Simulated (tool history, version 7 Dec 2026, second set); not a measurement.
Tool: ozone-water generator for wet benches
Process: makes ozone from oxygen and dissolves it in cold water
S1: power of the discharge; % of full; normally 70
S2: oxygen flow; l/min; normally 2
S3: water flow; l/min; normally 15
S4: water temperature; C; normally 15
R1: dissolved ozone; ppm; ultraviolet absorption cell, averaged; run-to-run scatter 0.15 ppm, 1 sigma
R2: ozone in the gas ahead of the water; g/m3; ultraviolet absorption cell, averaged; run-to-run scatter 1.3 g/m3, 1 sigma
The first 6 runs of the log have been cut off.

run    hour   S1    S2  S3  S4    R1     R2
  7   275.2   70  2.13  15  15  15.8  194.8
  8   315.7   70  2.13  15  15  15.8  194.6
  9   372.2   70  2.13  15  15  15.7  195.3
 10     442   70  2.13  15  15  15.4    193
      451.8  -- contactor cleaned
 11   502.6   70  2.13  15  15  15.2  192.2
 12   542.8   70  2.73  15  15  14.8  163.8
 13   582.7   70  2.73  15  15  15.1  164.5
 14   640.4   70     2  15  15  14.6    199
 15   671.4   70     2  15  15  14.5  197.2
      698.3  -- contactor cleaned, once more
 16   722.5   70     2  15  15  16.2  198.9
 17   788.1  100  1.12  23  21  12.1  364.1
 18   817.8  100  3.16  23  10  15.4  186.9
 19   864.7   44  3.16  21  10   9.6  106.8
 20   905.5   70  1.51  10  10    23  236.2
 21   942.7   88     2  20  15  14.5  226.5
 22   998.2   88     2  20  15  14.4  226.9
 23  1063.2   70     2   9  15    23  194.4
 24  1105.4   69     2   9  11  24.1  192.2
 25    1169   48   2.9  19  12  10.6  119.1
 26  1221.2   93   2.9  19  10  16.7    183

Run 27 has not been measured yet. What should we expect?
 27  1267.9  94  2.2  19  10   ?   ?

R1: 16 ppm
R2: 218.6 g/m3
If the tool had no hidden condition, the same run with the same run-to-run variation would have returned R1 20.5 ppm, R2 276.3 g/m3.
